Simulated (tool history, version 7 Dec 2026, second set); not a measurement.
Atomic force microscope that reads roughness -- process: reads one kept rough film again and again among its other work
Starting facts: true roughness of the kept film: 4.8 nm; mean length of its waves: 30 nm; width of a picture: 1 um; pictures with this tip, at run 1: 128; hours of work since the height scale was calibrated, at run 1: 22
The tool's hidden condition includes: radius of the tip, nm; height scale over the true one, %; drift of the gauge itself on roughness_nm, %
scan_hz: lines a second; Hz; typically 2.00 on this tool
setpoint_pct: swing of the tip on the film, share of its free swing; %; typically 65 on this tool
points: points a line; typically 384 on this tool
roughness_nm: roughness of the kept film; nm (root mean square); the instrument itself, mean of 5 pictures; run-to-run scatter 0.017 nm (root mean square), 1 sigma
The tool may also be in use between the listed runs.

run	hour	scan_hz	setpoint_pct	points	pictures with this tip	hours of work since the height scale was calibrated	roughness_nm
1	0.0	2.00	65	384	128	22	3.444
2	9.6	2.00	65	384	143	26	3.340
3	14.5	2.00	65	384	151	29	3.302
4	22.6	2.00	65	384	164	32	3.228
5	28.2	2.00	65	384	173	35	3.212
6	36.1	2.00	65	384	185	39	3.155
# hour 38.9: new tip fitted
7	48.1	2.90	65	384	15	45	3.985
8	56.9	2.90	65	384	29	49	3.898
9	65.2	2.90	65	384	42	53	3.816
10	74.0	2.90	65	384	56	57	3.708
11	84.3	2.90	59	384	72	62	3.668
12	94.7	2.90	59	384	89	67	3.571
13	106.1	2.00	65	384	107	73	3.470
14	115.4	2.00	65	384	122	77	3.411
15	123.6	2.00	65	384	135	81	3.319
16	130.3	2.00	75	384	145	84	3.231
17	141.0	2.00	65	384	162	90	3.218
18	152.0	2.00	65	384	180	95	3.105
# hour 158.0: new tip fitted
19	161.8	1.60	65	384	6	99	4.092
20	171.7	1.60	65	384	21	104	4.039
21	182.8	2.00	65	375	39	110	3.880
22	192.6	2.00	65	375	55	114	3.787
23	201.7	2.00	79	384	69	119	3.604
24	209.9	2.00	69	384	82	123	3.609
25	215.6	2.00	65	384	91	126	3.560
26	225.6	2.00	65	384	107	130	3.486
27	233.0	3.66	58	593	119	134	3.421
28	242.1	3.66	62	835	134	138	3.325
29	247.1	1.33	72	403	142	141	3.306
30	254.1	1.36	58	534	153	144	3.289
31	260.7	2.78	71	534	163	147	3.165
32	272.3	1.68	89	392	182	153	3.001
# hour 277.1: new tip fitted
33	277.9	0.85	63	752	1	155	4.266
34	284.5	0.85	63	752	11	159	4.216
35	293.1	0.85	85	310	25	163	3.971
36	298.1	0.85	85	310	33	165	3.916
37	306.9	0.85	85	310	47	170	3.779
38	314.1	1.60	65	384	58	173	3.799
39	319.2	3.12	65	961	67	175	3.699
40	324.8	1.64	65	961	75	178	3.694
41	330.8	1.21	86	319	85	181	3.522
42	342.6	0.66	82	384	104	187	3.525
43	352.8	0.62	65	916	120	192	3.521
44	358.6	0.90	86	384	129	195	3.372
45	368.1	1.35	86	384	144	199	3.205
46	375.2	1.35	86	384	156	203	3.143
47	383.9	1.72	70	384	170	207	3.165
48	393.3	1.92	60	275	185	211	3.110
# hour 395.7: new tip fitted
49	401.3	2.11	82	485	9	215	3.922
50	408.9	2.11	82	485	21	219	3.866
51	418.4	2.00	61	441	36	223	3.915
52	428.4	1.22	65	726	52	228	3.917

Here are 3 independent what-if runs from the current tool condition. What would each one return?
A	438.5	1.82	59	724	68	233	?
B	438.5	1.77	65	543	68	233	?
C	438.5	1.00	68	384	68	233	?

run	roughness_nm
A	3.739
B	3.723
C	3.766
Without the tool's hidden state the same runs would have given:
run	roughness_nm
A	4.239
B	4.221
C	4.269
